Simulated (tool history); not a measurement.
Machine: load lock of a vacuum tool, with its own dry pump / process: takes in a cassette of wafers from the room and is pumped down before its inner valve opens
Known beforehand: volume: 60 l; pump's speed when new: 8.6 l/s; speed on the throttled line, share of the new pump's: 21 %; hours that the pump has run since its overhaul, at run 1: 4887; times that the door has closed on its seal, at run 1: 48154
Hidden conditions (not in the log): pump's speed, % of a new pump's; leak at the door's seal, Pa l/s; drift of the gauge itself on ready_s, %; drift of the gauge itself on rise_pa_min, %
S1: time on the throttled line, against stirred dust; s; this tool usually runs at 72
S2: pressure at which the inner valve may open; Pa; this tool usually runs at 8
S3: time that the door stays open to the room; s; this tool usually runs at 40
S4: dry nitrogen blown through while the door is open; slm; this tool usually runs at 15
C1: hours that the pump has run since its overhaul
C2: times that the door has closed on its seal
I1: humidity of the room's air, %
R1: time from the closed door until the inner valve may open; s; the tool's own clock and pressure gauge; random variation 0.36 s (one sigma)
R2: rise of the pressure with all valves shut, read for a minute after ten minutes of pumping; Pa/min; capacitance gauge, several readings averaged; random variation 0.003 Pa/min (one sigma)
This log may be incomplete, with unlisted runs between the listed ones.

{"run": 1, "day": 0.0, "S1": 72, "S2": 8, "S3": 40, "S4": 15, "C1": 4887, "C2": 48154, "I1": 45.4, "R1": 125.8, "R2": 0.366}
{"run": 2, "day": 6.146, "S1": 72, "S2": 8, "S3": 40, "S4": 15, "C1": 5034, "C2": 48746, "I1": 43.6, "R1": 126.2, "R2": 0.376}
{"run": 3, "day": 12.858, "S1": 72, "S2": 8, "S3": 40, "S4": 15, "C1": 5195, "C2": 49394, "I1": 41.2, "R1": 126.6, "R2": 0.39}
{"run": 4, "day": 21.021, "S1": 72, "S2": 8, "S3": 40, "S4": 15, "C1": 5391, "C2": 50181, "I1": 43.6, "R1": 126.2, "R2": 0.397}
{"run": 5, "day": 25.629, "S1": 72, "S2": 8, "S3": 40, "S4": 15, "C1": 5502, "C2": 50626, "I1": 43.8, "R1": 126.6, "R2": 0.406}
{"run": 6, "day": 31.279, "S1": 105, "S2": 8, "S3": 40, "S4": 15, "C1": 5637, "C2": 51171, "I1": 44.9, "R1": 153.2, "R2": 0.422}
{"run": 7, "day": 35.6, "S1": 72, "S2": 8, "S3": 40, "S4": 15, "C1": 5741, "C2": 51588, "I1": 44.6, "R1": 127.1, "R2": 0.414}
{"run": 8, "day": 41.746, "S1": 72, "S2": 8, "S3": 40, "S4": 15, "C1": 5888, "C2": 52180, "I1": 46.1, "R1": 126.9, "R2": 0.425}
{"run": 9, "day": 46.1, "S1": 72, "S2": 8, "S3": 40, "S4": 15, "C1": 5993, "C2": 52601, "I1": 46.5, "R1": 126.7, "R2": 0.42}
{"run": 10, "day": 51.846, "S1": 45, "S2": 8, "S3": 40, "S4": 15, "C1": 6131, "C2": 53155, "I1": 46, "R1": 105.6, "R2": 0.435}
{"run": 11, "day": 57.725, "S1": 45, "S2": 8, "S3": 40, "S4": 15, "C1": 6272, "C2": 53722, "I1": 44.6, "R1": 105.4, "R2": 0.446}
{"run": 12, "day": 62.404, "S1": 45, "S2": 8, "S3": 40, "S4": 15, "C1": 6384, "C2": 54174, "I1": 47.5, "R1": 105.3, "R2": 0.447}
{"run": 13, "day": 69.317, "S1": 45, "S2": 8, "S3": 40, "S4": 15, "C1": 6550, "C2": 54840, "I1": 49, "R1": 105.8, "R2": 0.475}
{"run": 14, "day": 74.254, "S1": 45, "S2": 8, "S3": 40, "S4": 15, "C1": 6669, "C2": 55316, "I1": 44, "R1": 106.4, "R2": 0.473}
{"run": 15, "day": 78.558, "S1": 45, "S2": 8, "S3": 40, "S4": 15, "C1": 6772, "C2": 55732, "I1": 43.7, "R1": 106.6, "R2": 0.472}
{"run": 16, "day": 83.667, "S1": 45, "S2": 8, "S3": 40, "S4": 15, "C1": 6895, "C2": 56225, "I1": 43.4, "R1": 106.5, "R2": 0.472}
{"run": 17, "day": 91.196, "S1": 45, "S2": 8, "S3": 40, "S4": 15, "C1": 7075, "C2": 56951, "I1": 46.5, "R1": 106.7, "R2": 0.499}
{"run": 18, "day": 96.85, "S1": 45, "S2": 8, "S3": 32, "S4": 15, "C1": 7211, "C2": 57496, "I1": 44, "R1": 106.4, "R2": 0.493}
{"run": 19, "day": 102.308, "S1": 100, "S2": 8, "S3": 40, "S4": 31, "C1": 7342, "C2": 58023, "I1": 45.2, "R1": 149.5, "R2": 0.498}
{"run": 20, "day": 107.604, "S1": 100, "S2": 8, "S3": 40, "S4": 31, "C1": 7469, "C2": 58533, "I1": 46.9, "R1": 149.1, "R2": 0.488}
{"day": 112.683, "done": "door's seal changed, seat wiped"}
{"run": 21, "day": 113.65, "S1": 100, "S2": 8, "S3": 40, "S4": 31, "C1": 7613, "C2": 94, "I1": 44.6, "R1": 149.7, "R2": 0.01}
{"run": 22, "day": 117.15, "S1": 72, "S2": 8, "S3": 78, "S4": 15, "C1": 7697, "C2": 431, "I1": 45.2, "R1": 128, "R2": 0.018}
{"run": 23, "day": 121.392, "S1": 72, "S2": 8, "S3": 78, "S4": 15, "C1": 7799, "C2": 841, "I1": 47.5, "R1": 127.5, "R2": 0.021}
{"run": 24, "day": 126.354, "S1": 43, "S2": 7, "S3": 92, "S4": 16, "C1": 7918, "C2": 1319, "I1": 40.9, "R1": 106.4, "R2": 0.019}
{"run": 25, "day": 134.183, "S1": 54, "S2": 8, "S3": 77, "S4": 13, "C1": 8105, "C2": 2074, "I1": 44.7, "R1": 114.2, "R2": 0.026}
{"run": 26, "day": 138.833, "S1": 54, "S2": 8, "S3": 77, "S4": 13, "C1": 8217, "C2": 2523, "I1": 46.1, "R1": 113.6, "R2": 0.029}
{"run": 27, "day": 143.483, "S1": 92, "S2": 8, "S3": 40, "S4": 10, "C1": 8329, "C2": 2971, "I1": 43.4, "R1": 143, "R2": 0.026}
{"run": 28, "day": 147.912, "S1": 37, "S2": 12, "S3": 90, "S4": 4, "C1": 8435, "C2": 3399, "I1": 44.1, "R1": 98.1, "R2": 0.049}
{"run": 29, "day": 153.192, "S1": 115, "S2": 12, "S3": 90, "S4": 5, "C1": 8562, "C2": 3908, "I1": 49.4, "R1": 158.7, "R2": 0.051}
{"run": 30, "day": 160.171, "S1": 115, "S2": 8, "S3": 65, "S4": 23, "C1": 8729, "C2": 4581, "I1": 49.6, "R1": 161.7, "R2": 0.026}
{"run": 31, "day": 166.467, "S1": 66, "S2": 8, "S3": 42, "S4": 5, "C1": 8880, "C2": 5189, "I1": 46.3, "R1": 124.1, "R2": 0.036}

The logged runs with the hidden state left out (each run's random variation unchanged):
run=1 R1=123 R2=0.01
run=2 R1=123.3 R2=0.008
run=3 R1=123.6 R2=0.016
run=4 R1=123 R2=0.015
run=5 R1=123.4 R2=0.013
run=6 R1=150.3 R2=0.018
run=7 R1=123.7 R2=0.015
run=8 R1=123.5 R2=0.015
run=9 R1=123.2 R2=0.008
run=10 R1=101.6 R2=0.009
run=11 R1=101.3 R2=0.012
run=12 R1=101.2 R2=0.013
run=13 R1=101.6 R2=0.017
run=14 R1=102 R2=0.014
run=15 R1=102.2 R2=0.016
run=16 R1=102 R2=0.01
run=17 R1=102.1 R2=0.012
run=18 R1=101.7 R2=0.014
run=19 R1=145.7 R2=0.005
run=20 R1=145.1 R2=0.006
run=21 R1=145.8 R2=0.01
run=22 R1=123.5 R2=0.017
run=23 R1=122.9 R2=0.019
run=24 R1=101 R2=0.015
run=25 R1=109 R2=0.02
run=26 R1=108.4 R2=0.022
run=27 R1=138.4 R2=0.018
run=28 R1=92.8 R2=0.039
run=29 R1=154.7 R2=0.039
run=30 R1=157.4 R2=0.012
run=31 R1=118.7 R2=0.019
